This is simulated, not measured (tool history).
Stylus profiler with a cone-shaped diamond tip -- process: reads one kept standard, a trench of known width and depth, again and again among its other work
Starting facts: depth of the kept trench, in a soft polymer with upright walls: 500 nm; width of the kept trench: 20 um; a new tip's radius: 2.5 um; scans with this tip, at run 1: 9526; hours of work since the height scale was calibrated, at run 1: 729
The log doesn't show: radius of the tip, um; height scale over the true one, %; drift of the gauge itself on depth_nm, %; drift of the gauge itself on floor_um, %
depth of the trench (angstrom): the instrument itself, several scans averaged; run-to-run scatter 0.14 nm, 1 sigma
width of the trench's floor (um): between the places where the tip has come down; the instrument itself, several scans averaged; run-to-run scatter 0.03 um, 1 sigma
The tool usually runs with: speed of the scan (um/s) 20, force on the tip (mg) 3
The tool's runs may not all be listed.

run    hour  speed of the scan (um/s)  force on the tip (mg)  scans with this tip  hours of work since the height scale was calibrated  depth of the trench (angstrom)  width of the trench's floor (um)
  1       0                        20                      3                 9526                                                  729                          5079.1                              16.1
  2    66.5                        20                      3                 9931                                                  760                          5074.5                             16.12
  3   125.3                        49                      3                10289                                                  788                          5077.5                             15.99
  4   156.1                        49                      3                10477                                                  802                          5078.8                             15.96
  5   211.2                        18                      3                10813                                                  828                          5078.3                             16.12
  6   263.6                        18                      3                11132                                                  852                          5075.9                                16
  7   320.7                        20                      3                11480                                                  879                          5075.4                             16.02
  8   375.4                        29                      3                11813                                                  905                          5076.5                             15.91
  9   437.4                        20                      3                12191                                                  934                          5073.5                             15.93
 10   479.3                        20                      3                12447                                                  953                            5074                             15.96
 11   526.3                        20                      3                12733                                                  975                          5074.1                             15.88
 12   563.3                        71                      3                12958                                                  992                          5073.3                             15.79
 13   603.7                        71                      3                13205                                                 1011                            5074                             15.68
 14   632.2                        71                      3                13378                                                 1024                            5074                             15.69
 15   661.6                        20                   2.23                13558                                                 1038                          5057.7                             15.78
 16   705.7                        20                      3                13827                                                 1059                          5071.7                             15.78
 17   740.5                        20                      3                14039                                                 1075                          5073.1                              15.8
 18   773.9                        20                   8.46                14242                                                 1091                          5160.5                             15.77
 19   818.1                        20                   8.46                14511                                                 1111                          5161.9                             15.79
 20   883.8                        20                   8.46                14912                                                 1142                          5162.6                             15.67
 21   930.5                        20                   8.46                15196                                                 1164                          5163.9                             15.69
 22   994.3                        20                      3                15585                                                 1193                          5071.4                             15.69
 23  1060.4                        20                      3                15988                                                 1224                          5071.5                             15.65
 24  1089.9                        20                      3                16168                                                 1238                          5070.6                             15.64
 25  1139.6                        20                   1.26                16470                                                 1261                          5030.5                              15.6
 26  1202.7                        20                   1.26                16855                                                 1291                          5030.6                             15.53
 27  1257.5                        26                   8.87                17189                                                 1316                          5162.8                             15.58
 28  1317.8                        26                   4.05                17556                                                 1344                          5089.2                             15.51
 29  1356.5                        35                   1.98                17792                                                 1362                          5044.8                             15.42
 30  1413.2                        35                   3.23                18138                                                 1389                          5073.3                             15.46
 31    1474                        37                   3.23                18508                                                 1417                          5073.8                             15.39
 32  1529.5                        37                   3.23                18846                                                 1443                          5071.2                             15.36
       1580  -- height scale calibrated on a step standard
 33  1586.2                        79                   2.17                19189                                                    3                          5071.9                             15.27
 34  1644.8                        25                      3                19546                                                   30                            5087                             15.36
 35  1676.5                        22                   1.09                19739                                                   45                          5044.4                             15.35
 36  1739.2                        20                   1.41                20121                                                   74                          5049.1                              15.3
 37  1804.3                        15                   5.48                20518                                                  105                          5132.3                             15.35
 38  1838.6                        12                   4.25                20727                                                  121                          5108.4                             15.37
 39    1888                        17                      3                21028                                                  144                          5087.8                             15.27
 40    1927                        17                      3                21266                                                  162                          5086.1                             15.24
 41  1970.7                        20                   1.33                21532                                                  182                          5048.6                             15.24
 42  2025.9                        20                   1.33                21868                                                  208                          5048.7                             15.19
 43  2083.8                        20                   1.33                22221                                                  235                          5047.1                             15.17
 44  2113.3                        20                   2.84                22401                                                  249                          5082.8                             15.19
 45  2170.3                        20                   2.84                22748                                                  275                          5080.2                             15.13
 46  2203.4                        20                   2.84                22950                                                  291                          5079.4                             15.19
 47  2256.2                         9                   1.07                23272                                                  316                          5040.6                             15.08

Consider 3 possible next runs. They are alternatives, not a sequence: every one starts from the tool as it was left by run 47. What does each give?
  A  2306.4                         5                   2.41                23578                                                  339                               ?                                 ?
  B  2306.4                        42                   4.31                23578                                                  339                               ?                                 ?
  C  2306.4                        58                   1.49                23578                                                  339                               ?                                 ?

run  depth of the trench (angstrom)  width of the trench's floor (um)
  A                          5072.7                             15.13
  B                          5107.8                             15.09
  C                          5050.1                             15.01
What these runs would have given with no unlogged condition in the tool:
run  depth of the trench (angstrom)  width of the trench's floor (um)
  A                          5078.8                             16.97
  B                          5113.9                             16.93
  C                          5056.2                             16.85
